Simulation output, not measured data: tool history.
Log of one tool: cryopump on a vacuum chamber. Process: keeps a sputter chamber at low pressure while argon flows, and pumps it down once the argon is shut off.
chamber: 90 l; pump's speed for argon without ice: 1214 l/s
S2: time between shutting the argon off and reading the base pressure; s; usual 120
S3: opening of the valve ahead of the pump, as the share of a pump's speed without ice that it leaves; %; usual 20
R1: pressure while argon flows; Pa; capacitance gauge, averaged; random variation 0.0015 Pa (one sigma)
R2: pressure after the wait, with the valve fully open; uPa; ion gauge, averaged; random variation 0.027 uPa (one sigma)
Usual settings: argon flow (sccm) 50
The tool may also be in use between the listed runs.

Run 1, hour 0: usual settings. Result: R1 0.3692 Pa, R2 2.06 uPa.
Run 2, hour 99.1: usual settings but argon flow (sccm) 33. Result: R1 0.2469 Pa, R2 2.11 uPa.
At hour 148.8: pump warmed up, emptied and cooled again.
Run 3, hour 194: usual settings but argon flow (sccm) 33. Result: R1 0.2307 Pa, R2 1.85 uPa.
Run 4, hour 303.6: usual settings. Result: R1 0.3537 Pa, R2 1.88 uPa.
Run 5, hour 437: usual settings. Result: R1 0.3577 Pa, R2 1.95 uPa.
Run 6, hour 552.1: usual settings. Result: R1 0.3554 Pa, R2 1.97 uPa.
Run 7, hour 672.2: usual settings but S3 18 %. Result: R1 0.4005 Pa, R2 2.06 uPa.
Run 8, hour 744: usual settings but argon flow (sccm) 51. Result: R1 0.3679 Pa, R2 2.01 uPa.
Run 9, hour 864.9: usual settings but argon flow (sccm) 51. Result: R1 0.3718 Pa, R2 2.06 uPa.
Run 10, hour 977: usual settings but argon flow (sccm) 31. Result: R1 0.2274 Pa, R2 2.11 uPa.
Run 11, hour 1042.1: usual settings. Result: R1 0.3704 Pa, R2 2.13 uPa.
Run 12, hour 1130.6: usual settings. Result: R1 0.3708 Pa, R2 2.2 uPa.
Run 13, hour 1254.1: usual settings but S2 191 s. Result: R1 0.3763 Pa, R2 1.9 uPa.
At hour 1307.6: leaking fittings of the chamber tightened, without venting.
Run 14, hour 1378.5: usual settings but S2 191 s. Result: R1 0.3787 Pa, R2 1.05 uPa.
At hour 1406.1: pump warmed up, emptied and cooled again.
Run 15, hour 1495.5: usual settings but S2 191 s. Result: R1 0.3518 Pa, R2 0.91 uPa.
Run 16, hour 1581.7: usual settings but S2 191 s. Result: R1 0.3511 Pa, R2 0.94 uPa.
Run 17, hour 1677.5: usual settings but argon flow (sccm) 26. Result: R1 0.1833 Pa, R2 1.29 uPa.
Run 18, hour 1790.1: usual settings but argon flow (sccm) 95, S3 36 %. Result: R1 0.3833 Pa, R2 1.31 uPa.
Run 19, hour 1912.9: usual settings but S2 20 s, S3 15 %. Result: R1 0.4737 Pa, R2 6.22 uPa.
Run 20, hour 2045.6: usual settings but argon flow (sccm) 45, S2 49 s, S3 45 %. Result: R1 0.151 Pa, R2 2.78 uPa.
Run 21, hour 2120.6: usual settings but argon flow (sccm) 45, S2 49 s, S3 45 %. Result: R1 0.1544 Pa, R2 2.82 uPa.
Run 22, hour 2216.6: usual settings but argon flow (sccm) 45, S2 49 s, S3 45 %. Result: R1 0.1564 Pa, R2 2.89 uPa.
Run 23, hour 2334.6: usual settings but argon flow (sccm) 45, S2 49 s, S3 45 %. Result: R1 0.1576 Pa, R2 2.86 uPa.
Run 24, hour 2441.3: usual settings but argon flow (sccm) 22, S3 24 %. Result: R1 0.1369 Pa, R2 1.42 uPa.
Run 25, hour 2512.5: usual settings but argon flow (sccm) 46, S2 22 s, S3 22 %. Result: R1 0.3146 Pa, R2 5.72 uPa.
Run 26, hour 2607: usual settings but argon flow (sccm) 46, S2 22 s, S3 22 %. Result: R1 0.3182 Pa, R2 5.82 uPa.
At hour 2658.7: pump warmed up, emptied and cooled again.
Run 27, hour 2678.9: usual settings but argon flow (sccm) 23, S2 166 s. Result: R1 0.1636 Pa, R2 1.11 uPa.
Run 28, hour 2789.5: usual settings but argon flow (sccm) 42, S2 59 s. Result: R1 0.2963 Pa, R2 2.38 uPa.
Run 29, hour 2870.5: usual settings but argon flow (sccm) 86, S2 134 s, S3 24 %. Result: R1 0.5092 Pa, R2 1.3 uPa.
Run 30, hour 2939.1: usual settings but argon flow (sccm) 86, S2 134 s, S3 24 %. Result: R1 0.5118 Pa, R2 1.31 uPa.
Run 31, hour 3070.9: usual settings but argon flow (sccm) 86, S2 151 s, S3 24 %. Result: R1 0.5159 Pa, R2 1.26 uPa.
Run 32, hour 3191.3: usual settings but argon flow (sccm) 86, S2 151 s, S3 24 %. Result: R1 0.522 Pa, R2 1.27 uPa.
Run 33, hour 3310.8: usual settings but argon flow (sccm) 68, S2 134 s, S3 21 %. Result: R1 0.4737 Pa, R2 1.43 uPa.

The same runs without the tool's hidden state, with the same run-to-run variation:
The hidden state here: pump's speed, % of a pump's without ice; cold plate's temperature, K; leak into the chamber, uPa l/s; drift of the gauge itself on working_pa, %; drift of the gauge itself on base_upa, %.
run      R1    R2
  1  0.3467  1.21
  2  0.2304  1.23
  3   0.229  1.22
  4   0.349  1.22
  5  0.3506  1.24
  6  0.3461  1.23
  7  0.3889  1.26
  8  0.3546   1.2
  9  0.3558  1.21
 10  0.2161  1.22
 11  0.3503  1.22
 12  0.3483  1.24
 13  0.3502  0.87
 14  0.3487  0.89
 15  0.3485  0.85
 16  0.3462  0.87
 17  0.1798   1.2
 18  0.3665  1.21
 19  0.4624  6.09
 20  0.1385  2.62
 21  0.1404  2.65
 22  0.1405   2.7
 23  0.1392  2.64
 24  0.1267  1.19
 25  0.2913  5.46
 26  0.2919  5.54
 27  0.1623  0.96
 28  0.2921  2.21
 29  0.4983  1.11
 30  0.4985  1.11
 31  0.4983  1.03
 32     0.5  1.02
 33  0.4528  1.15

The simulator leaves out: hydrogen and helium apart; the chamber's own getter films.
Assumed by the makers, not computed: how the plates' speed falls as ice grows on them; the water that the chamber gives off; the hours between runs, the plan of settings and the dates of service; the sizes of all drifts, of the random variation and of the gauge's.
